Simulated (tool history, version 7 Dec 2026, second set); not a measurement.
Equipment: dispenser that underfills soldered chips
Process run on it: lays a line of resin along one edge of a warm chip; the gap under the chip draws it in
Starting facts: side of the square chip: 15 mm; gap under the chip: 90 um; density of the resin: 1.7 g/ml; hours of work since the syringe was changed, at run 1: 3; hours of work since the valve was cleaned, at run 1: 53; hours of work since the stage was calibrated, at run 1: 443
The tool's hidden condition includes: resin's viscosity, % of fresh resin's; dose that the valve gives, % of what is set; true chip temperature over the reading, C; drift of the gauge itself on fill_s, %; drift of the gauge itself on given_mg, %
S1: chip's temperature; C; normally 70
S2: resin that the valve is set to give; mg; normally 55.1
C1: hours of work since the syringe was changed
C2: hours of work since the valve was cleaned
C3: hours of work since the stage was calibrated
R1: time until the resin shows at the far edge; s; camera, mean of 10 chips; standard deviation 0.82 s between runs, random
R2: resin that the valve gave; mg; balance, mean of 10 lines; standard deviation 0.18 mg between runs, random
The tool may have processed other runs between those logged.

run	hour	S1	S2	C1	C2	C3	R1	R2
1	0	70	55.1	3	53	443	83.1	52.8
# hour 10.9: new syringe of resin
2	13.2	71	55.1	2	62	452	70.6	52.64
# hour 25.9: new syringe of resin
3	26.8	60	55.1	1	72	461	115.3	52.3
4	36.7	60	55.1	8	78	468	187.7	51.92
# hour 41: new syringe of resin
5	48.3	60	55.1	5	86	476	157.9	51.37
# hour 52.2: dispensing valve cleaned and set on the balance
# hour 57.1: new syringe of resin
6	61.8	60	55.1	3	7	485	141.7	54.72
# hour 71.7: new syringe of resin
7	76.1	60	55.1	3	16	495	134	54.39
# hour 86.5: new syringe of resin
8	92	70	55.1	4	27	506	84.7	53.7
# hour 101.1: new syringe of resin
9	102.8	79	55.1	1	35	513	43.3	53.7
# hour 116: new syringe of resin
10	116	84	55.1	0	44	522	31	53.45
11	125.6	77	63.7	7	51	529	69.3	61.33
# hour 130.5: new syringe of resin
12	135	82	53.4	3	57	535	43.3	51.18
13	144	56	71.5	9	63	541	252	68.11
# hour 145.3: new syringe of resin
14	156.8	56	71.5	8	72	550	232.7	67.57
# hour 160.2: new syringe of resin
15	166.7	75	70.7	5	79	557	65.8	66.51

Run 16 is up next; what results do you expect?
# hour 175.3: new syringe of resin
16	178.3	70	48.8	2	87	565	?	?

{"run 16": {"R1": 72.2, "R2": 45.81}}
With no hidden state in the tool, this same run would have given R1 75.8 s, R2 48.96 mg.

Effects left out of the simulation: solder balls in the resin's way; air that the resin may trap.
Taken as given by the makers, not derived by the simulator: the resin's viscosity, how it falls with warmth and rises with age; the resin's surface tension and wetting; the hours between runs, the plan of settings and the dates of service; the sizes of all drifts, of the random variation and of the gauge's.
